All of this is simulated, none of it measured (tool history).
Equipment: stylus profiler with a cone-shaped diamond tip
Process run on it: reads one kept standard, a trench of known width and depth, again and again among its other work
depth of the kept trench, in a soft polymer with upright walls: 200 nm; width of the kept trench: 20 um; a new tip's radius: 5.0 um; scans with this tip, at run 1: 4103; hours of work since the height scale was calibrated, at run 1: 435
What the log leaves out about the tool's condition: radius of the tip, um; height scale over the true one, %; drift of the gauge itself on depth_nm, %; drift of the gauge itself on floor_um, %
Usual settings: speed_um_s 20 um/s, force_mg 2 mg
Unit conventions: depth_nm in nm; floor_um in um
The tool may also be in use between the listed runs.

run,hour,speed_um_s,force_mg,scans with this tip,hours of work since the height scale was calibrated,depth_nm,floor_um
1,0,20,2,4103,435,202.94,17.08
2,22.9,20,2,4275,453,202.97,17.14
3,36.6,77,2,4377,464,202.9,16.67
4,55.7,77,2,4520,479,202.97,16.78
5,74.5,20,1.17,4661,494,202.02,17.06
6,97.3,20,1.17,4831,512,202.02,17.06
7,107.7,20,1.17,4910,521,202.04,17.06
8,126.4,20,1.17,5050,535,202.09,17.05
9,148.4,31,2,5214,553,202.89,17
10,165.6,31,5.11,5343,567,205.39,17.1
11,189.7,20,2.55,5524,586,203.44,17.05
12,212.5,20,2,5695,604,202.91,17.05
13,235.2,20,1.58,5865,622,202.45,17.07
14,247.5,20,1.58,5957,632,202.41,17.02
15,265.2,20,1.58,6090,646,202.48,16.98
16,281.3,20,2,6210,658,202.94,17.07
17,303.5,20,1.67,6376,676,202.51,17.08
18,319,30,2,6493,688,202.87,16.99
19,333.7,30,2,6602,700,202.94,17
20,348.4,30,2,6713,712,202.95,17.04
21,359,30,2,6792,720,202.91,17.01
22,380.5,30,2,6953,737,202.88,17.01
23,404.9,50,4.92,7136,757,205.33,16.95
24,417.8,45,2.54,7233,767,203.38,16.95
25,435.1,45,2.54,7362,781,203.39,16.97
26,452.9,11,2.54,7496,795,203.4,17.12
27,469.2,11,2.54,7617,808,203.35,17.09
28,489.4,40,1.07,7769,824,201.9,16.8
29,505.6,21,5.21,7890,837,205.54,17.11
30,524.3,50,2,8031,852,202.86,16.92
31,547.3,50,2,8203,870,202.93,16.87
32,563.4,21,2,8323,883,202.95,17.01
33,586.7,20,0.79,8498,901,201.53,17.03
34,600,51,4.23,8598,912,204.81,16.95
35,619.1,5,3.67,8740,927,204.39,17.13
36,642,5,3.67,8912,945,204.39,17.14
37,661.2,5,3.67,9056,960,204.3,17.18
38,685.1,78,1.57,9235,979,202.5,16.72
39,700.7,78,1.57,9351,992,202.45,16.61
40,715.3,19,3.1,9461,1003,204.01,17.13
41,734.6,19,3.1,9606,1019,203.96,17.09
42,750.5,12,1.82,9725,1031,202.75,17.03

Forecast each of these 4 alternatives for the next run:
A,775.1,16,1.82,9909,1051,?,?
B,775.1,6,2,9909,1051,?,?
C,775.1,12,0.68,9909,1051,?,?
D,775.1,7,1.82,9909,1051,?,?

run,depth_nm,floor_um
A,202.69,17.09
B,202.93,17.1
C,201.38,17.01
D,202.7,17.12
Without the tool's unlogged condition, the same runs would have read:
run,depth_nm,floor_um
A,202.67,17.11
B,202.91,17.12
C,201.36,17.03
D,202.68,17.14
